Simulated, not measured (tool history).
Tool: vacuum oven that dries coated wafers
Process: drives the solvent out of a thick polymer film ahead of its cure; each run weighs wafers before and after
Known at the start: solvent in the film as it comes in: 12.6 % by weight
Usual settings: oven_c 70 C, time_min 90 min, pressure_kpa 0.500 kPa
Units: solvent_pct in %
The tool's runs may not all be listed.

run     day  oven_c  time_min  pressure_kpa  solvent_pct
  1   0.000      70        90         0.500         2.00
  2   1.188      70        90         0.500         2.01
  3   2.933      70        90         0.258         1.79
  4   5.300      70        90         0.258         1.80
  5   7.338      70        90         0.258         1.81
  6   9.892      83        90         0.500         0.39
  7  12.296      83        90         0.500         0.40
  8  14.296      83        90         0.500         0.38
  9  15.700      70        90         0.500         1.97
 10  18.283      70        90         0.500         1.90
 11  20.767      70        90         0.500         1.95
 12  22.721      70        90         0.500         1.88
 13  24.529      70        90         0.500         1.93
 14  26.125      70        90         0.500         1.93
 15  28.408      70        90         0.500         1.87
 16  30.212      70        90         0.500         1.91
 17  31.538      70        90         0.500         1.88
 18  33.283      70        90         0.490         1.88
 19  35.638      70        90         0.490         1.87
 20  37.321      70        90         0.490         1.86
 21  39.142      70        90         0.490         1.85
 22  40.904      70        90         0.490         1.85
 23  43.446      70        90         0.490         1.84
 24  45.604      69        90         0.500         2.07
 25  48.183      70        90         1.210         2.38
 26  49.454      62       116         0.430         3.25
 27  52.054      61        82         0.680         4.95
 28  53.946      70       123         0.699         1.31
 29  55.608      70       127         0.279         0.91
 30  57.500      70       127         0.279         0.90
 31  59.742      74       100         0.279         0.75
 32  61.471      74       100         0.279         0.71
 33  62.762      74       100         0.279         0.75
 34  64.404      74       100         0.719         1.01
 35  66.629      74       100         0.719         1.05
 36  68.612      70        46         0.500         3.78
 37  70.283      64        46         1.641         6.43
 38  72.317      77        90         0.500         0.68
 39  74.917      77       105         0.752         0.75
 40  76.917      61       158         0.500         2.99
 41  78.954      61       157         0.352         2.85
 42  81.008      61       157         0.352         2.83
 43  83.233      60        55         1.692         7.65
 44  84.900      63       138         0.368         2.59
 45  87.075      63        56         0.368         5.79
 46  88.471      77        54         0.487         1.76

Not shown: 2 entries that the log had between the listed runs. Between which runs, and how does the tool's hidden state differ before and after?
Between runs 39 and 40: vacuum gauge cleaned of residue and calibrated (day 76.362); oven's thermocouples calibrated (day 76.871)
  true wafer temperature over the reading, C: 2.69 -> 0.06; true pressure over the reading, kPa: 0.242 -> -0.012
  measured less the result without the state, solvent_pct: -0.04 -> -0.04 %
